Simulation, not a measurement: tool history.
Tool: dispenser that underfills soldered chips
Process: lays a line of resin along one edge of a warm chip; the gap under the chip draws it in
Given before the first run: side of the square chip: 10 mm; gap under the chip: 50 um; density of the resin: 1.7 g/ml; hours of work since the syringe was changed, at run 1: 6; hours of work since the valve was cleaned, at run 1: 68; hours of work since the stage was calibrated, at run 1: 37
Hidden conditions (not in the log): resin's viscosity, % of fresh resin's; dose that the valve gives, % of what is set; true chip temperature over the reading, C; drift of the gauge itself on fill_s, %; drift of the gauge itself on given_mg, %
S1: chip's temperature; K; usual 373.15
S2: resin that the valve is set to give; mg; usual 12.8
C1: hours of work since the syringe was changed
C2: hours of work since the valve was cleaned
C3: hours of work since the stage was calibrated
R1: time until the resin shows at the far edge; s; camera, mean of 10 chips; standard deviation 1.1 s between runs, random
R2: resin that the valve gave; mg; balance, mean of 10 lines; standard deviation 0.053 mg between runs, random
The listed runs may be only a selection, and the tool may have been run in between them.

run,hour,S1,S2,C1,C2,C3,R1,R2
1,0,373.15,12.8,6,68,37,177,12.12
# hour 2.5: new syringe of resin
2,3.5,373.15,12.8,1,70,39,118.3,12.17
3,6.8,373.15,12.8,3,73,42,138.5,12.07
4,11.1,373.15,12.8,6,76,45,177.7,12.02
# hour 14: new syringe of resin
5,14.3,373.15,12.8,0,78,47,113.5,12.06
6,17.3,373.15,12.8,2,80,49,135.1,12.07
7,22.1,363.15,12.8,6,83,52,263.1,12.05
# hour 25.5: new syringe of resin
8,26.3,361.15,12.8,1,86,55,195.5,11.95
9,28.7,361.15,12.8,2,88,56,219.5,11.92
10,31.4,361.15,12.6,4,90,58,257.7,11.83
11,35.9,361.15,12.6,7,93,61,326,11.78
# hour 36.8: new syringe of resin
12,38.6,361.15,12.6,1,94,63,206.5,11.62
13,41.1,361.15,12.6,3,96,65,233.6,11.68
14,43.7,361.15,12.6,5,98,67,268.5,11.73
# hour 48.1: new syringe of resin
15,48.5,361.15,12.6,0,101,70,192.7,11.59
16,53,361.15,12.6,3,104,73,245.1,11.57
17,57.1,373.15,12.8,6,107,76,180,11.78
# hour 59.5: new syringe of resin
18,61.7,373.15,12.8,2,110,79,123.9,11.69
19,66.3,373.15,12.8,5,113,82,155,11.67
20,68.6,373.15,12.8,6,115,84,178,11.72
# hour 70.8: new syringe of resin
21,72.4,373.15,11.5,1,117,86,126.7,10.43
22,76,359.15,14.9,4,120,89,265.2,13.59
23,78.2,368.15,12.3,5,121,90,210.1,11.17
# hour 82.2: new syringe of resin
24,82.6,384.15,15.3,0,124,93,68.1,13.83
# hour 84.7: dispensing valve cleaned and set on the balance
25,88.1,375.15,11.2,3,2,96,133.9,11.06
26,91.5,375.15,11.3,6,5,99,159.3,11.25
# hour 94.5: new syringe of resin
27,95,365.15,11.2,0,7,101,164.8,11.14
28,98.5,365.15,11.2,3,9,103,199.4,11.07
29,102.6,373.15,13.4,6,12,106,166,13.18
# hour 106: new syringe of resin
30,106.7,373.15,13.4,1,15,109,111.4,13.25
31,109.8,373.15,12.1,3,17,111,136.8,11.99
32,114.3,373.15,12.1,6,20,114,173.4,11.86
# hour 117.5: new syringe of resin
33,117.6,364.15,12.9,0,22,116,161.3,12.67
34,120.7,378.15,12.2,2,25,118,103.9,11.89
35,122.8,378.15,12.2,4,26,120,114.6,11.96
36,126.8,358.15,15.8,6,29,123,339,15.46
# hour 128.9: new syringe of resin
37,130.9,358.15,15.8,1,32,125,230.8,15.37

Predict each of these 3 candidate next runs independently; none follows another, all start after run 37:
A,132.9,382.15,13.9,3,33,127,?,?
B,132.9,368.15,11.9,3,33,127,?,?
C,132.9,361.15,13.3,3,33,127,?,?

run,R1,R2
A,91.2,13.54
B,169.3,11.53
C,227.4,13.02
Without the tool's hidden state the same runs would have given:
run,R1,R2
A,74.3,13.91
B,137.5,11.84
C,185.2,13.38
